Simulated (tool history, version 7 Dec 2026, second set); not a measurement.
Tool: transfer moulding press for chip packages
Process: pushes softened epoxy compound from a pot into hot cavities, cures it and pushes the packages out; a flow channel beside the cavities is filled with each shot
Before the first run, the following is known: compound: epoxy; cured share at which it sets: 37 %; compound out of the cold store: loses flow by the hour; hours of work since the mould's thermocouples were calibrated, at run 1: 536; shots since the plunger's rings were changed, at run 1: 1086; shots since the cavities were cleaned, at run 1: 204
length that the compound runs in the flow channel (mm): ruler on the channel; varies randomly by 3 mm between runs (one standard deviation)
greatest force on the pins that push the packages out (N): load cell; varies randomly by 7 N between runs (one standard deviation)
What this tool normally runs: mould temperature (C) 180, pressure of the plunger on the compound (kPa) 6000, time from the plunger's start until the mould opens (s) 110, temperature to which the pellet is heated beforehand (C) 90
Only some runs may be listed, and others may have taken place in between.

run,hour,mould temperature (C),pressure of the plunger on the compound (kPa),time from the plunger's start until the mould opens (s),temperature to which the pellet is heated beforehand (C),hours of work since the mould's thermocouples were calibrated,shots since the plunger's rings were changed,shots since the cavities were cleaned,incoming compound's hours out of the cold store,length that the compound runs in the flow channel (mm),greatest force on the pins that push the packages out (N)
1,0.0,180,6000,110,90,536,1086,204,45.8,902,352
# hour 68.9: cavities cleaned with cleaning compound and waxed
2,73.4,180,6000,104,90,585,1894,51,37.3,908,317
# hour 149.5: cavities cleaned with cleaning compound and waxed
3,164.1,180,6000,97,90,647,2895,164,26.0,934,384
# hour 186.4: plunger's sealing rings changed
# hour 203.2: mould's thermocouples calibrated
# hour 236.9: cavities cleaned with cleaning compound and waxed
4,246.2,180,6000,97,90,29,632,104,13.8,963,331
5,306.9,180,6000,97,90,71,1313,785,18.9,954,535
# hour 320.9: cavities cleaned with cleaning compound and waxed
6,392.6,180,6000,97,90,129,2259,805,24.2,930,541
# hour 402.3: cavities cleaned with cleaning compound and waxed
# hour 434.7: mould's thermocouples calibrated, once more
# hour 475.2: plunger's sealing rings changed
# hour 488.5: cavities cleaned with cleaning compound and waxed
7,488.5,180,6000,97,90,34,132,0,35.1,938,339
# hour 573.2: cavities cleaned with cleaning compound and waxed
8,573.9,180,6000,97,90,93,1075,8,40.8,917,323
9,640.1,180,6000,110,83,138,1819,752,10.5,977,509
# hour 655.2: cavities cleaned with cleaning compound and waxed
10,692.1,180,5240,110,90,173,2385,414,25.6,874,431
# hour 736.9: cavities cleaned with cleaning compound and waxed
11,740.7,180,5240,110,90,206,2914,42,41.6,840,332
# hour 763.5: plunger's sealing rings changed
# hour 827.8: cavities cleaned with cleaning compound and waxed
12,833.1,180,5240,110,90,267,765,59,10.7,915,312
13,890.1,180,5240,110,90,306,1405,699,30.7,875,493
# hour 911.0: cavities cleaned with cleaning compound and waxed
14,981.3,178,6000,110,90,368,2412,789,8.5,982,529
# hour 996.0: cavities cleaned with cleaning compound and waxed
# hour 1047.4: plunger's sealing rings changed
15,1066.1,178,5310,110,90,424,211,760,15.5,923,530
# hour 1083.8: cavities cleaned with cleaning compound and waxed
16,1155.9,180,6510,141,92,485,1202,810,43.8,948,466
# hour 1164.5: cavities cleaned with cleaning compound and waxed
# hour 1247.5: cavities cleaned with cleaning compound and waxed
17,1247.5,180,6000,149,89,547,2197,0,32.6,926,249
# hour 1331.1: plunger's sealing rings changed
# hour 1332.6: cavities cleaned with cleaning compound and waxed
18,1332.9,180,6000,149,89,603,3,3,29.8,946,258

Predict the results of run 19:
19,1393.5,182,6000,110,90,645,684,684,44.3,?,?

{"run 19": {"length that the compound runs in the flow channel (mm)": 903, "greatest force on the pins that push the packages out (N)": 450}}
The same run, on a tool lacking any hidden state, would have yielded length that the compound runs in the flow channel (mm) 914, greatest force on the pins that push the packages out (N) 265.
